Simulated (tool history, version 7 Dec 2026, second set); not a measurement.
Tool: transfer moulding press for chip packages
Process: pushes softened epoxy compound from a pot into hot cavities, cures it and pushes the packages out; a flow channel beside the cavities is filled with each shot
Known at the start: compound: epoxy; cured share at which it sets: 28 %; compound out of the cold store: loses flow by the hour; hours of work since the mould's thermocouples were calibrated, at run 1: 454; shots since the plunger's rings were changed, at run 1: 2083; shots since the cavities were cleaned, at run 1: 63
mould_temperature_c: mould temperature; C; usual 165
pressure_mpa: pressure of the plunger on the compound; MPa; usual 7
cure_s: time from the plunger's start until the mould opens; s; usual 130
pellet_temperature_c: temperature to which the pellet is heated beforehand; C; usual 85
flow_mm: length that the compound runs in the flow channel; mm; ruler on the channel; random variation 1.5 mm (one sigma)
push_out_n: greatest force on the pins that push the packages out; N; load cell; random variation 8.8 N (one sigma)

run     day  mould_temperature_c  pressure_mpa  cure_s  pellet_temperature_c  hours of work since the mould's thermocouples were calibrated  shots since the plunger's rings were changed  shots since the cavities were cleaned  incoming compound's hours out of the cold store  flow_mm  push_out_n
  1       0                  165             7     130                    85                                                            454                                          2083                                     63                                             25.4      818         473
  2   1.492                  165             7     130                    85                                                            480                                          2448                                    428                                             38.1      744         685
      3.133  -- cavities cleaned with cleaning compound and waxed
  3   3.958                  165             7     130                    85                                                            522                                          3036                                    202                                             14.2      878         621
  4   6.225                  165             7     130                    85                                                            562                                          3591                                    757                                             26.1      806         834
      6.533  -- cavities cleaned with cleaning compound and waxed
  5   7.846                  158             7     130                    85                                                            589                                          3971                                    321                                             20.4      860        1133
      8.346  -- mould's thermocouples calibrated
       8.45  -- plunger's sealing rings changed
     10.262  -- cavities cleaned with cleaning compound and waxed
  6  10.575                  165             7     130                    85                                                             36                                           504                                     76                                             34.7      781         510
  7  12.042                  165             7     130                    85                                                             62                                           863                                    435                                             13.9      899         805
     13.717  -- cavities cleaned with cleaning compound and waxed
  8  14.721                  165             7     130                    85                                                            108                                          1503                                    246                                             18.4      868         694
     17.162  -- cavities cleaned with cleaning compound and waxed
  9  17.542                  165             7     130                    85                                                            156                                          2177                                     93                                             10.5      912         589
     19.283  -- mould's thermocouples calibrated, once more
 10  19.696                  165             7     130                    85                                                              7                                          2683                                    599                                             28.6      789         738
     20.692  -- cavities cleaned with cleaning compound and waxed
 11  21.058                  165             7     130                    85                                                             30                                          3001                                     90                                             42.3      716         460
 12  22.596                  165             7     130                    85                                                             57                                          3376                                    465                                             36.5      743         683
     24.196  -- cavities cleaned with cleaning compound and waxed
 13  25.425                  165             7     130                    78                                                            106                                          4054                                    301                                             38.5      731         630
     25.788  -- plunger's sealing rings changed
 14    27.3                  166          7.78     134                    85                                                            137                                           370                                    733                                             31.5      830         722
     27.804  -- cavities cleaned with cleaning compound and waxed
 15  29.108                  166          7.78     134                    85                                                            167                                           797                                    319                                             28.6      843         624
 16  31.054                  166          7.78     168                    91                                                            201                                          1273                                    795                                             40.6      772         668
     31.242  -- cavities cleaned with cleaning compound and waxed
 17  33.317                  165          6.91     129                    85                                                            240                                          1811                                    508                                             17.4      857         753
     34.783  -- cavities cleaned with cleaning compound and waxed
 18  35.929                  160             7     153                    87                                                            285                                          2434                                    280                                             29.4      806         636
     38.183  -- cavities cleaned with cleaning compound and waxed
 19  38.988                  160          8.04     117                    85                                                            337                                          3166                                    196                                             21.2      909         973
 20  41.404                  166           6.4     122                    85                                                            380                                          3757                                    787                                             27.3      752         827
     41.671  -- cavities cleaned with cleaning compound and waxed
     43.025  -- plunger's sealing rings changed
 21  44.492                  173             7     138                    85                                                            431                                           359                                    664                                             25.4      802         606
     45.158  -- cavities cleaned with cleaning compound and waxed
 22  46.421                  166             8     120                    81                                                            464                                           816                                    309                                             13.4      955         737
     48.725  -- cavities cleaned with cleaning compound and waxed
 23  49.471                  166             8     150                    80                                                            516                                          1546                                    183                                             33.4      828         508
 24  51.604                  168             7     130                    89                                                            553                                          2067                                    704                                             39.7      732         721
     52.183  -- cavities cleaned with cleaning compound and waxed
     54.154  -- mould's thermocouples calibrated
 25  54.779                  168             7     130                    89                                                             11                                          2808                                    615                                             36.6      736         685
     55.688  -- cavities cleaned with cleaning compound and waxed
 26   57.15                  168             7     130                    88                                                             51                                          3372                                    357                                             34.9      743         576

Some steps in flow_mm between neighbouring runs. How much of each would the tool show without its hidden state too (settings, what came in, random variation), and how much is left for the hidden state, with any gauge scatter that isn't in both results?
The hidden state here: true mould temperature over the reading, C; pressure that reaches the compound, % of what is set; grip of the stained cavities, % over clean ones'; drift of the gauge itself on flow_mm, %; drift of the gauge itself on push_out_n, %.
Run 5 -> 6: mould_temperature_c 158 -> 165, mould's thermocouples calibrated, plunger's sealing rings changed, cavities cleaned with cleaning compound and waxed. flow_mm -79 mm: hidden state +27, all else -106.
Run 13 -> 14: mould_temperature_c 165 -> 166, pressure_mpa 7 -> 7.78, cure_s 130 -> 134, pellet_temperature_c 78 -> 85, plunger's sealing rings changed. flow_mm +99 mm: hidden state +23, all else +76.
Run 19 -> 20: mould_temperature_c 160 -> 166, pressure_mpa 8.04 -> 6.4, cure_s 117 -> 122. flow_mm -157 mm: hidden state -1, all else -156.
Run 21 -> 22: mould_temperature_c 173 -> 166, pressure_mpa 7 -> 8, cure_s 138 -> 120, pellet_temperature_c 85 -> 81, cavities cleaned with cleaning compound and waxed. flow_mm +153 mm: hidden state -2, all else +155.
